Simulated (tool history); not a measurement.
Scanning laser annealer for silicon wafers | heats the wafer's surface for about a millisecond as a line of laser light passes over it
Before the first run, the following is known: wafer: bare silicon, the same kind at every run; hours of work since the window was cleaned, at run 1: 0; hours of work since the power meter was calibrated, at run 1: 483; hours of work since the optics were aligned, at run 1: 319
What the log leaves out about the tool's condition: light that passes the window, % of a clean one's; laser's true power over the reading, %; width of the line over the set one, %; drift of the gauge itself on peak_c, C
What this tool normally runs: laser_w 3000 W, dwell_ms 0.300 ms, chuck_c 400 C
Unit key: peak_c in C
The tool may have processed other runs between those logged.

run    hour  laser_w  dwell_ms  chuck_c  hours of work since the window was cleaned  hours of work since the power meter was calibrated  hours of work since the optics were aligned  peak_c
  1     0.0     3000     0.300      400                                           0                                                 483                                          319    1219
  2    42.1     3000     0.300      400                                          31                                                 514                                          350    1216
  3    90.9     3000     0.300      400                                          66                                                 549                                          386    1216
  4   123.8     3000     0.300      400                                          90                                                 573                                          410    1207
  5   190.9     3000     0.300      400                                         139                                                 622                                          459    1202
  6   265.5     3000     0.300      400                                         194                                                 677                                          513    1200
  7   340.0     3000     0.300      400                                         248                                                 731                                          568    1194
  8   380.1     3000     0.300      400                                         277                                                 760                                          597    1196
  9   448.6     3000     0.300      400                                         327                                                 810                                          647    1191
 10   497.5     3000     0.300      400                                         363                                                 846                                          682    1189
 11   537.0     3000     0.239      400                                         392                                                 875                                          711    1102
 12   582.5     3000     0.239      400                                         425                                                 908                                          744    1100
 13   621.7     3000     0.239      400                                         454                                                 936                                          773    1097
 14   655.6     3000     0.239      400                                         478                                                 961                                          798    1093
 15   686.6     3000     0.300      400                                         501                                                 984                                          820    1172
      715.2  -- window over the wafer cleaned
 16   720.1     3000     0.300      400                                           4                                                1007                                          843    1162
 17   781.2     2734     0.300      400                                          48                                                1051                                          888    1078
      858.5  -- optics aligned, line set to its width
      861.3  -- window over the wafer cleaned, once more
 18   861.3     2734     0.300      400                                           0                                                1105                                            1    1127
 19   907.5     2733     0.300      400                                          34                                                1138                                           34    1127
 20   954.6     3000     0.300      400                                          68                                                1173                                           69    1212
 21  1028.9     3000     0.321      400                                         122                                                1227                                          123    1234
 22  1079.9     2758     0.348      400                                         160                                                1264                                          160    1177
 23  1111.6     3002     0.300      400                                         183                                                1287                                          183    1201
 24  1164.3     3107     0.329      383                                         221                                                1326                                          222    1255
 25  1208.8     3107     0.329      383                                         254                                                1358                                          254    1256
 26  1279.7     2843     0.359      395                                         305                                                1410                                          306    1200
 27  1312.2     3151     0.218      399                                         329                                                1434                                          330    1117
 28  1367.7     2967     0.271      400                                         369                                                1474                                          370    1136
 29  1398.2     2651     0.347      384                                         392                                                1496                                          392    1103
 30  1436.8     2581     0.354      400                                         420                                                1525                                          420    1095
 31  1486.8     2581     0.354      400                                         456                                                1561                                          457    1096
 32  1534.9     2590     0.300      431                                         492                                                1596                                          492    1073
     1576.6  -- window over the wafer cleaned
 33  1589.2     2868     0.300      400                                           9                                                1634                                          530    1164
 34  1623.6     2897     0.297      372                                          34                                                1659                                          555    1138
 35  1670.0     2897     0.297      372                                          68                                                1693                                          589    1132
 36  1729.4     2852     0.260      427                                         112                                                1737                                          633    1127
 37  1792.1     3126     0.255      427                                         157                                                1782                                          678    1198
 38  1850.8     2870     0.300      429                                         200                                                1825                                          721    1176
 39  1915.5     2625     0.301      400                                         247                                                1872                                          768    1063
 40  1965.4     2908     0.300      404                                         284                                                1909                                          805    1154
 41  2030.0     2908     0.345      395                                         331                                                1956                                          852    1195

Branching from run 41: 4 alternative next runs. What would each branch give?
  A  2081.6     2858     0.347      374                                         368                                                1994                                          890       ?
  B  2081.6     3048     0.345      402                                         368                                                1994                                          890       ?
  C  2081.6     3000     0.265      384                                         368                                                1994                                          890       ?
  D  2081.6     3000     0.328      426                                         368                                                1994                                          890       ?

run  peak_c
  A    1158
  B    1247
  C    1117
  D    1237
Without the tool's hidden state the same runs would have given:
run  peak_c
  A    1212
  B    1306
  C    1168
  D    1294

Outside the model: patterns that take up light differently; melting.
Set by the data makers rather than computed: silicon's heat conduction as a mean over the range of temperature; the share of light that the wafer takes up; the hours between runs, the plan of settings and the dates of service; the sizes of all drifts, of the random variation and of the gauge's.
